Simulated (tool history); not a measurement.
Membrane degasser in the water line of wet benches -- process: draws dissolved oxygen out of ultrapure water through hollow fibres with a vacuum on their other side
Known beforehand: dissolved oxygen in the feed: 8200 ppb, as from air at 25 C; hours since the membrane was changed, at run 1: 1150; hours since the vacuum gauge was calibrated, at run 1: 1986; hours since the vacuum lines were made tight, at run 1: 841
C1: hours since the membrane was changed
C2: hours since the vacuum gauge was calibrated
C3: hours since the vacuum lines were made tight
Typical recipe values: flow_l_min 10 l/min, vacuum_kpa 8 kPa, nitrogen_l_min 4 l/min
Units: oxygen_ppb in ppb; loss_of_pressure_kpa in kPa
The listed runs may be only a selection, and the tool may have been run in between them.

Run 1, hour 0: usual settings; C1 1150; C2 1986; C3 841. Result: oxygen_ppb 46.8 ppb, loss_of_pressure_kpa 39.2 kPa.
Run 2, hour 24.8: usual settings; C1 1175; C2 2011; C3 866. Result: oxygen_ppb 47.4 ppb, loss_of_pressure_kpa 38.74 kPa.
Run 3, hour 81.4: usual settings; C1 1232; C2 2068; C3 922. Result: oxygen_ppb 47.3 ppb, loss_of_pressure_kpa 39.18 kPa.
Run 4, hour 124.9: usual settings but vacuum_kpa 9.13 kPa; C1 1275; C2 2111; C3 966. Result: oxygen_ppb 54.4 ppb, loss_of_pressure_kpa 38.62 kPa.
Run 5, hour 167: usual settings but nitrogen_l_min 1.82 l/min; C1 1317; C2 2153; C3 1008. Result: oxygen_ppb 81.4 ppb, loss_of_pressure_kpa 39.28 kPa.
Run 6, hour 220.9: usual settings but nitrogen_l_min 1.82 l/min; C1 1371; C2 2207; C3 1062. Result: oxygen_ppb 83.1 ppb, loss_of_pressure_kpa 38.99 kPa.
Run 7, hour 261: usual settings but nitrogen_l_min 1.82 l/min; C1 1411; C2 2247; C3 1102. Result: oxygen_ppb 81.9 ppb, loss_of_pressure_kpa 39.21 kPa.
Run 8, hour 307: usual settings but nitrogen_l_min 1.82 l/min; C1 1457; C2 2293; C3 1148. Result: oxygen_ppb 81.8 ppb, loss_of_pressure_kpa 39.24 kPa.
Run 9, hour 347.3: usual settings but nitrogen_l_min 1.82 l/min; C1 1497; C2 2334; C3 1188. Result: oxygen_ppb 84.1 ppb, loss_of_pressure_kpa 39.19 kPa.
Run 10, hour 387.1: usual settings but nitrogen_l_min 1.82 l/min; C1 1537; C2 2373; C3 1228. Result: oxygen_ppb 82.8 ppb, loss_of_pressure_kpa 39.48 kPa.
Run 11, hour 421.8: usual settings but vacuum_kpa 8.51 kPa; C1 1572; C2 2408; C3 1263. Result: oxygen_ppb 50.3 ppb, loss_of_pressure_kpa 39.33 kPa.
Run 12, hour 455: usual settings but vacuum_kpa 8.51 kPa; C1 1605; C2 2441; C3 1296. Result: oxygen_ppb 50.4 ppb, loss_of_pressure_kpa 39.18 kPa.
Run 13, hour 489.8: usual settings but vacuum_kpa 5.2 kPa, nitrogen_l_min 3.62 l/min; C1 1640; C2 2476; C3 1331. Result: oxygen_ppb 30.7 ppb, loss_of_pressure_kpa 39.03 kPa.
Run 14, hour 529.2: usual settings but flow_l_min 15 l/min, nitrogen_l_min 5.18 l/min; C1 1679; C2 2515; C3 1370. Result: oxygen_ppb 88.8 ppb, loss_of_pressure_kpa 58.5 kPa.
Run 15, hour 565.2: usual settings but flow_l_min 15 l/min, nitrogen_l_min 5.18 l/min; C1 1715; C2 2551; C3 1406. Result: oxygen_ppb 88.4 ppb, loss_of_pressure_kpa 59.06 kPa.
Run 16, hour 614: usual settings but flow_l_min 15 l/min, nitrogen_l_min 5.18 l/min; C1 1764; C2 2600; C3 1455. Result: oxygen_ppb 90.2 ppb, loss_of_pressure_kpa 58.77 kPa.
Run 17, hour 658.7: usual settings but flow_l_min 12 l/min, vacuum_kpa 7.48 kPa; C1 1809; C2 2645; C3 1499. Result: oxygen_ppb 60.6 ppb, loss_of_pressure_kpa 47.3 kPa.
Run 18, hour 691.1: usual settings but flow_l_min 12 l/min, vacuum_kpa 7.48 kPa; C1 1841; C2 2677; C3 1532. Result: oxygen_ppb 61.8 ppb, loss_of_pressure_kpa 47.08 kPa.
Run 19, hour 732.8: usual settings but flow_l_min 9 l/min, vacuum_kpa 8.74 kPa, nitrogen_l_min 2.3 l/min; C1 1883; C2 2719; C3 1574. Result: oxygen_ppb 68.7 ppb, loss_of_pressure_kpa 35.17 kPa.
Run 20, hour 768.7: usual settings but vacuum_kpa 7.64 kPa, nitrogen_l_min 11.06 l/min; C1 1919; C2 2755; C3 1609. Result: oxygen_ppb 26.6 ppb, loss_of_pressure_kpa 39.18 kPa.
Run 21, hour 799.7: usual settings but flow_l_min 13 l/min, nitrogen_l_min 7.14 l/min; C1 1950; C2 2786; C3 1640. Result: oxygen_ppb 59.5 ppb, loss_of_pressure_kpa 50.87 kPa.

Here are 4 independent what-if runs from the current tool condition. What would each one return?
Run A, hour 855.2: usual settings but nitrogen_l_min 1.68 l/min; C1 2005; C2 2841; C3 1696. Result: oxygen_ppb ?, loss_of_pressure_kpa ?.
Run B, hour 855.2: usual settings but flow_l_min 7 l/min; C1 2005; C2 2841; C3 1696. Result: oxygen_ppb ?, loss_of_pressure_kpa ?.
Run C, hour 855.2: usual settings but flow_l_min 13 l/min, nitrogen_l_min 10.56 l/min; C1 2005; C2 2841; C3 1696. Result: oxygen_ppb ?, loss_of_pressure_kpa ?.
Run D, hour 855.2: usual settings but flow_l_min 14 l/min, nitrogen_l_min 4.55 l/min; C1 2005; C2 2841; C3 1696. Result: oxygen_ppb ?, loss_of_pressure_kpa ?.

run  oxygen_ppb  loss_of_pressure_kpa
  A        91.2                  39.3
  B          28                 27.46
  C          51                    51
  D        83.8                 54.97
What these runs would have given with no unlogged condition in the tool:
run  oxygen_ppb  loss_of_pressure_kpa
  A        85.3                 39.01
  B          26                 27.26
  C        48.6                 50.61
  D        79.5                 54.55

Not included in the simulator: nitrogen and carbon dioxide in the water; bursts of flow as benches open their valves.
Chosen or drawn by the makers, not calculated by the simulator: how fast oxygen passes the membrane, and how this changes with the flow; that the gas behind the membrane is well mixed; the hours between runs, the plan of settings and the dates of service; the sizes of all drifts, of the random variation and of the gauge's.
